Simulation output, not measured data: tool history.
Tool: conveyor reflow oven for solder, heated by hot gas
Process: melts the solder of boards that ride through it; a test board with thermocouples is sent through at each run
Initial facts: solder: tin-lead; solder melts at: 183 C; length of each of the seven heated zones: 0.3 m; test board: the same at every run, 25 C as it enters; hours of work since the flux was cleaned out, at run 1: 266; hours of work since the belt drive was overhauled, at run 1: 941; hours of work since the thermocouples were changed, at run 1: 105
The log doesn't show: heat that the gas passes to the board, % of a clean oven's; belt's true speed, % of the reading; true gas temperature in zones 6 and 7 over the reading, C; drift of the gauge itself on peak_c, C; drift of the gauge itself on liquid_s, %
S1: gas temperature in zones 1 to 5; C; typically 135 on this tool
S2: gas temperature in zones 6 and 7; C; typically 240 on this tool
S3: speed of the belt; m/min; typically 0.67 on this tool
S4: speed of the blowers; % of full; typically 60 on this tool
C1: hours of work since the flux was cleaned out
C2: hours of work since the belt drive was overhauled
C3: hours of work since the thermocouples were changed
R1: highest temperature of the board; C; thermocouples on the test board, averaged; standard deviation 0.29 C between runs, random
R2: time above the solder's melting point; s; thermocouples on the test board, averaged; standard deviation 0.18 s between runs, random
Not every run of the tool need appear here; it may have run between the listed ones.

run,hour,S1,S2,S3,S4,C1,C2,C3,R1,R2
1,0,135,240,0.67,60,266,941,105,212.8,36.5
2,46.8,135,240,0.615,60,295,969,134,215.9,42.3
# hour 87.9: belt drive overhauled, speed set with a stopwatch
# hour 96.8: flux residue cleaned out of gas plates and filters
3,111.9,135,240,0.615,60,9,11,167,213.3,39.6
4,168,135,240,0.615,60,43,45,201,213.3,39.8
# hour 208.6: flux residue cleaned out of gas plates and filters, once more
5,214.2,135,240,0.615,60,3,70,226,217,42.3
6,244.1,135,240,0.67,60,21,88,244,213.6,36.4
7,269.3,135,240,0.67,60,37,103,259,212.9,36.1
8,304,135,240,0.67,60,57,124,280,212.5,36.1
9,329.8,124,240,0.67,60,73,140,296,209.7,31.8
10,387.1,124,240,0.67,60,108,174,330,209.9,31.7
11,426.3,124,240,0.67,60,131,198,354,209.9,31.3
12,466.5,124,240,0.67,60,155,222,378,209.7,31.6
13,499.4,130,229,0.715,60,175,242,398,199.9,22.3
14,550.5,130,229,0.715,60,206,273,428,199.7,21.8
15,592.5,130,229,0.715,60,231,298,454,198.8,21.6
16,635.9,132,247,0.681,59,257,324,480,215.4,36.3
17,669.1,142,247,0.681,59,277,344,500,218,39.7

Below are 4 alternative next runs, each starting from the tool's condition after run 17. Predict each:
A,707.5,142,247,0.76,64,300,367,523,?,?
B,707.5,135,240,0.736,82,300,367,523,?,?
C,707.5,127,240,0.67,60,300,367,523,?,?
D,707.5,147,251,0.67,60,300,367,523,?,?

run,R1,R2
A,214.8,34
B,216.3,35
C,209.5,31.5
D,223.1,44.8
The same runs, with their run-to-run variation unchanged, on a tool lacking any hidden condition would have given:
run,R1,R2
A,218.3,35.8
B,220,36.8
C,212.8,33.8
D,226.3,46.1

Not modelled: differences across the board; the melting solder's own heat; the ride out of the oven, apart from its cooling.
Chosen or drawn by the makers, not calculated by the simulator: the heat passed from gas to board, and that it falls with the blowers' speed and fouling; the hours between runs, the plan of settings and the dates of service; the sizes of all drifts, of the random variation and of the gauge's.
